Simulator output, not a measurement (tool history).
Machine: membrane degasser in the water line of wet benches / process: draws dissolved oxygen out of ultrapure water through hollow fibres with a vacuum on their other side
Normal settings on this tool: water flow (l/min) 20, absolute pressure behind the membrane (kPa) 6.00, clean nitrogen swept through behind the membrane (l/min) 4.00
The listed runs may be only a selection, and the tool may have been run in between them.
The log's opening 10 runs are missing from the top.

| run | hour | water flow (l/min) | absolute pressure behind the membrane (kPa) | clean nitrogen swept through behind the membrane (l/min) | dissolved oxygen in the water behind the degasser (ppb) | pressure that the water loses in the fibres (kPa) |
|---|---|---|---|---|---|---|
| 11 | 1135.8 | 20 | 6.00 | 4.00 | 425.7 | 67.73 |
| 12 | 1224.3 | 20 | 6.00 | 4.00 | 421.4 | 68.08 |
| 13 | 1309.5 | 20 | 6.00 | 4.00 | 425.3 | 67.41 |
| 14 | 1426.4 | 20 | 6.00 | 4.00 | 425.1 | 67.91 |
| 15 | 1522.8 | 20 | 6.00 | 4.00 | 424.0 | 67.60 |
| 16 | 1620.1 | 20 | 6.00 | 4.00 | 431.3 | 67.78 |
| 17 | 1727.1 | 20 | 6.00 | 4.00 | 427.9 | 68.12 |
|  | 1767.7 | vacuum gauge calibrated, once more |
| 18 | 1846.4 | 24 | 4.42 | 4.00 | 551.2 | 81.65 |
| 19 | 1954.0 | 24 | 4.42 | 4.00 | 550.4 | 82.38 |
| 20 | 2027.6 | 32 | 6.00 | 4.11 | 859.5 | 109.57 |
|  | 2043.5 | membrane cartridge changed |
| 21 | 2132.0 | 28 | 6.00 | 3.29 | 620.8 | 89.20 |
| 22 | 2223.3 | 13 | 6.00 | 4.00 | 151.7 | 41.43 |
| 23 | 2296.3 | 30 | 10.31 | 4.44 | 730.5 | 95.67 |
| 24 | 2460.3 | 30 | 10.31 | 4.44 | 749.6 | 95.79 |
|  | 2548.4 | seals of the vacuum lines changed |
| 25 | 2584.5 | 15 | 6.00 | 4.00 | 204.0 | 47.96 |
| 26 | 2730.0 | 14 | 6.00 | 3.28 | 181.9 | 44.92 |
| 27 | 2848.1 | 20 | 12.81 | 7.15 | 393.7 | 63.96 |
| 28 | 2997.9 | 23 | 10.11 | 10.35 | 454.2 | 73.66 |
| 29 | 3093.9 | 23 | 10.11 | 10.35 | 459.0 | 73.96 |
| 30 | 3175.5 | 19 | 3.65 | 3.65 | 306.3 | 60.91 |
| 31 | 3263.5 | 29 | 6.00 | 4.00 | 659.3 | 93.50 |

3 options for the next run, each taken on its own from the tool as it stands now. Forecast them:
| A | 3414.2 | 14 | 10.82 | 3.55 | ? | ? |
| B | 3414.2 | 25 | 6.00 | 4.00 | ? | ? |
| C | 3414.2 | 15 | 6.00 | 3.17 | ? | ? |

| run | dissolved oxygen in the water behind the degasser (ppb) | pressure that the water loses in the fibres (kPa) |
|---|---|---|
| A | 225.6 | 44.82 |
| B | 528.7 | 80.72 |
| C | 217.3 | 48.28 |
Without the tool's hidden state the same runs would have given:
| run | dissolved oxygen in the water behind the degasser (ppb) | pressure that the water loses in the fibres (kPa) |
|---|---|---|
| A | 217.3 | 44.34 |
| B | 511.9 | 79.85 |
| C | 208.1 | 47.76 |

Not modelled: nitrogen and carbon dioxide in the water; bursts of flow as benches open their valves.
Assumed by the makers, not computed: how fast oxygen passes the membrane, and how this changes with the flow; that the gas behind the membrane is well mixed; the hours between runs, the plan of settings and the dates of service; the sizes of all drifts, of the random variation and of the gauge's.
